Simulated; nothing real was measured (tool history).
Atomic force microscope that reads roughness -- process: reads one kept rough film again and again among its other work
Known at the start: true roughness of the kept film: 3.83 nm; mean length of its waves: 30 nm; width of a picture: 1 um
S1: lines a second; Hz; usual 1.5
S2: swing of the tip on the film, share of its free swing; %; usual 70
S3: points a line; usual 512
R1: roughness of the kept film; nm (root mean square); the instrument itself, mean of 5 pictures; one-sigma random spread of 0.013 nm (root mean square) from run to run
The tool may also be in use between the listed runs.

| run | hour | S1 | S2 | S3 | R1 |
|---|---|---|---|---|---|
| 1 | 0 | 1.5 | 70 | 512 | 2.81 |
| 2 | 9.3 | 1.5 | 70 | 512 | 2.69 |
| 3 | 21.2 | 1.5 | 70 | 512 | 2.576 |
| 4 | 32.6 | 1.5 | 70 | 512 | 2.46 |
| 5 | 45 | 1.5 | 70 | 512 | 2.364 |
|  | 49 | new tip fitted |
| 6 | 54 | 1.5 | 70 | 512 | 2.894 |
| 7 | 62.8 | 1.03 | 70 | 512 | 2.894 |
| 8 | 70.2 | 1.5 | 70 | 512 | 2.732 |
| 9 | 76.9 | 2.5 | 70 | 512 | 2.51 |
| 10 | 90.2 | 2.5 | 70 | 444 | 2.38 |
| 11 | 99.8 | 1.5 | 70 | 512 | 2.418 |
| 12 | 108 | 1.5 | 70 | 512 | 2.35 |
|  | 111.7 | new tip fitted |
| 13 | 118.7 | 1.5 | 70 | 512 | 2.917 |
| 14 | 129.8 | 1.5 | 70 | 512 | 2.743 |
| 15 | 143.5 | 1.5 | 70 | 512 | 2.631 |
| 16 | 151.6 | 1.5 | 70 | 512 | 2.542 |
| 17 | 158.8 | 0.71 | 70 | 512 | 2.584 |
| 18 | 172.4 | 1.5 | 57 | 512 | 2.45 |
|  | 174.2 | new tip fitted |
| 19 | 181.5 | 3.1 | 70 | 512 | 2.6 |
|  | 183.9 | height scale calibrated on a step standard |
| 20 | 188.8 | 1.5 | 70 | 462 | 2.777 |
| 21 | 198.8 | 1.5 | 70 | 462 | 2.678 |
| 22 | 210.6 | 0.73 | 70 | 346 | 2.648 |
| 23 | 217.7 | 0.73 | 70 | 346 | 2.563 |
| 24 | 229.2 | 1.5 | 70 | 494 | 2.367 |
|  | 237.6 | new tip fitted |
| 25 | 242.1 | 1.5 | 70 | 494 | 2.89 |
| 26 | 248.5 | 0.68 | 62 | 912 | 3.022 |
| 27 | 261.9 | 1.6 | 62 | 294 | 2.751 |
|  | 272 | height scale calibrated on a step standard, once more |
| 28 | 277.2 | 1.6 | 62 | 294 | 2.593 |
| 29 | 284.8 | 1.6 | 60 | 340 | 2.509 |
| 30 | 291.7 | 2.05 | 70 | 807 | 2.323 |
|  | 301.6 | new tip fitted |
| 31 | 306.3 | 1.02 | 70 | 937 | 3.012 |
| 32 | 317.5 | 2.17 | 87 | 949 | 2.297 |
| 33 | 324.4 | 2.08 | 79 | 350 | 2.407 |
| 34 | 337.8 | 2.08 | 79 | 350 | 2.284 |
| 35 | 344.9 | 0.92 | 83 | 350 | 2.418 |
| 36 | 352.1 | 2 | 58 | 546 | 2.495 |
| 37 | 360.5 | 2 | 58 | 546 | 2.422 |
|  | 364.7 | new tip fitted |
| 38 | 370.4 | 1.2 | 62 | 855 | 3.012 |

Had the tool no unlogged condition, and each run kept its random variation, what would the results have been?
Hidden state at play: radius of the tip, nm; height scale over the true one, %; drift of the gauge itself on roughness_nm, %.
| run | R1 |
|---|---|
| 1 | 2.977 |
| 2 | 2.972 |
| 3 | 2.987 |
| 4 | 2.981 |
| 5 | 2.994 |
| 6 | 2.979 |
| 7 | 3.084 |
| 8 | 2.992 |
| 9 | 2.821 |
| 10 | 2.819 |
| 11 | 2.974 |
| 12 | 2.978 |
| 13 | 3.013 |
| 14 | 2.978 |
| 15 | 3.002 |
| 16 | 3.003 |
| 17 | 3.137 |
| 18 | 3.129 |
| 19 | 2.729 |
| 20 | 3.001 |
| 21 | 3.017 |
| 22 | 3.122 |
| 23 | 3.101 |
| 24 | 2.985 |
| 25 | 2.979 |
| 26 | 3.196 |
| 27 | 3.066 |
| 28 | 3.078 |
| 29 | 3.069 |
| 30 | 2.919 |
| 31 | 3.091 |
| 32 | 2.475 |
| 33 | 2.677 |
| 34 | 2.677 |
| 35 | 2.91 |
| 36 | 3.082 |
| 37 | 3.083 |
| 38 | 3.125 |
